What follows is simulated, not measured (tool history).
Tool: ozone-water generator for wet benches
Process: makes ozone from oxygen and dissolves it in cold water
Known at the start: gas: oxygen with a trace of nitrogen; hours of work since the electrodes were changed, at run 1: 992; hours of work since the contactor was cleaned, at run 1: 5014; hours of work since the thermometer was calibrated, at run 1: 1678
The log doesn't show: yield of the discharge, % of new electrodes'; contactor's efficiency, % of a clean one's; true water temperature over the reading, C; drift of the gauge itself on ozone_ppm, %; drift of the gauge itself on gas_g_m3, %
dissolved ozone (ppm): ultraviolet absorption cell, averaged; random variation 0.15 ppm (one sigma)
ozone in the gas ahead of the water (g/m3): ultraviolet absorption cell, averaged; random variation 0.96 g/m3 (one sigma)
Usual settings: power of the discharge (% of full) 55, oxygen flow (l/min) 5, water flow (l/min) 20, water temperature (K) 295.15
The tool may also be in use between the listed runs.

run,day,power of the discharge (% of full),oxygen flow (l/min),water flow (l/min),water temperature (K),hours of work since the electrodes were changed,hours of work since the contactor was cleaned,hours of work since the thermometer was calibrated,dissolved ozone (ppm),ozone in the gas ahead of the water (g/m3)
1,0,55,5,20,295.15,992,5014,1678,18.6,163.9
2,3.371,55,5,20,295.15,1052,5074,1738,18.5,162.6
3,7.25,55,5,20,295.15,1122,5144,1808,18.3,162.7
4,11.879,55,5,20,295.15,1205,5227,1891,18.7,163.1
5,15.662,55,5.58,20,295.15,1273,5295,1959,19,157.3
6,20.346,55,5,20,295.15,1358,5380,2044,18.6,162.7
7,24.542,55,5,20,295.15,1433,5455,2119,18.8,162.6
8,27.208,55,5,20,295.15,1481,5503,2167,18.6,163.4
9,32.325,55,2.82,20,295.15,1573,5595,2259,16.1,198.5
10,36.892,55,2.82,20,295.15,1655,5677,2341,16.2,201.6
11,42.446,55,2.82,20,295.15,1755,5777,2441,16.2,202
12,45.829,55,2.82,20,295.15,1816,5838,2502,16.1,201.7
13,50.233,73,5,20,295.15,1895,5917,2581,22.5,201.8
14,54.108,73,5,13,295.15,1965,5987,2651,30.1,200.5
15,58.804,73,5,13,295.15,2049,6071,2735,30.1,200.1
16,63.029,73,5,13,295.15,2125,6147,2811,30.1,198.1
17,65.654,55,8.56,20,296.15,2172,6194,2858,19.3,137.3
18,68.533,55,8.56,26,296.15,2224,6246,2910,16.3,137.2
19,73.504,79,5.01,19,298.15,2313,6335,2999,23.6,210.5
20,76.908,47,2.85,18,289.15,2374,6397,3061,17.1,182.3
21,80.875,47,2.85,18,289.15,2446,6468,3132,17,181.9
22,84.833,47,7.62,18,289.15,2517,6539,3203,21,128.1
23,88.238,47,7.62,20,289.15,2578,6600,3264,19.4,127.4
24,90.667,70,7.62,25,288.15,2622,6644,3308,21.8,169.6
25,93.954,70,7.62,26,293.15,2681,6703,3367,19.7,168.8
26,98.225,70,7.62,26,293.15,2758,6780,3444,19.5,169.3
27,102.129,71,5,31,295.15,2828,6850,3514,15.1,198.1
28,105.946,71,5,31,295.15,2897,6919,3583,15.1,197.8
29,108.858,55,5.02,20,290.15,2949,6971,3635,20,166.1
30,112.642,55,5.02,22,290.15,3017,7039,3703,18.6,165.5
# day 115.129: contactor cleaned
31,117.067,55,5.02,22,290.15,3093,35,3780,18.5,167.6

The next listed run, before its measurement:
32,121.588,61,8.41,25,290.15,3175,116,3861,?,?

{"run 32": {"dissolved ozone (ppm)": 19.5, "ozone in the gas ahead of the water (g/m3)": 149.7}}
Without the tool's hidden state the same run would have given dissolved ozone (ppm) 19.5, ozone in the gas ahead of the water (g/m3) 145.9.

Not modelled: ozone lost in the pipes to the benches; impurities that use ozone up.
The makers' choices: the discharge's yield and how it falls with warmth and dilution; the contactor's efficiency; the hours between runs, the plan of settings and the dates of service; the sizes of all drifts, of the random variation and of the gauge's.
